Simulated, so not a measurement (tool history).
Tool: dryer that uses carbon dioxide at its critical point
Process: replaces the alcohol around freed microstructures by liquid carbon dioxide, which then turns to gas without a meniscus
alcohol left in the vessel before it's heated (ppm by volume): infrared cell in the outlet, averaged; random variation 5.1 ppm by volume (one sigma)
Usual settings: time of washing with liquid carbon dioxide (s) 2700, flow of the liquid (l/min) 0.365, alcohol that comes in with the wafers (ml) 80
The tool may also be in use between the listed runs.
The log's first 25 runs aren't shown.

run,hour,time of washing with liquid carbon dioxide (s),flow of the liquid (l/min),alcohol that comes in with the wafers (ml),hours of work since the filter was changed,hours of work since the purifier's bed was changed,alcohol left in the vessel before it's heated (ppm by volume)
26,1202.2,2460,0.277,55,334,180,394
27,1234.7,3060,0.365,80,348,194,83
28,1279.6,3060,0.365,80,367,213,88
29,1317,3060,0.365,80,383,229,84
30,1365.1,1980,0.33,44,404,250,411
31,1395.8,4140,0.25,68,417,263,105
32,1429.8,3420,0.357,36,431,277,70
# hour 1456: inlet filter changed
33,1496.4,2760,0.278,41,17,305,183
34,1563,2700,0.365,27,46,334,87
35,1601.9,1980,0.541,109,62,351,106
36,1637.1,1680,0.27,80,78,366,1979

Forecast each of these 5 alternatives for the next run:
A,1693.6,3000,0.265,20,102,390,?
B,1693.6,3480,0.32,93,102,390,?
C,1693.6,1680,0.573,80,102,390,?
D,1693.6,2700,0.352,50,102,390,?
E,1693.6,1680,0.27,41,102,390,?

run,alcohol left in the vessel before it's heated (ppm by volume)
A,131
B,109
C,140
D,129
E,1091
Without the tool's hidden state the same runs would have given:
run,alcohol left in the vessel before it's heated (ppm by volume)
A,49
B,27
C,53
D,46
E,943
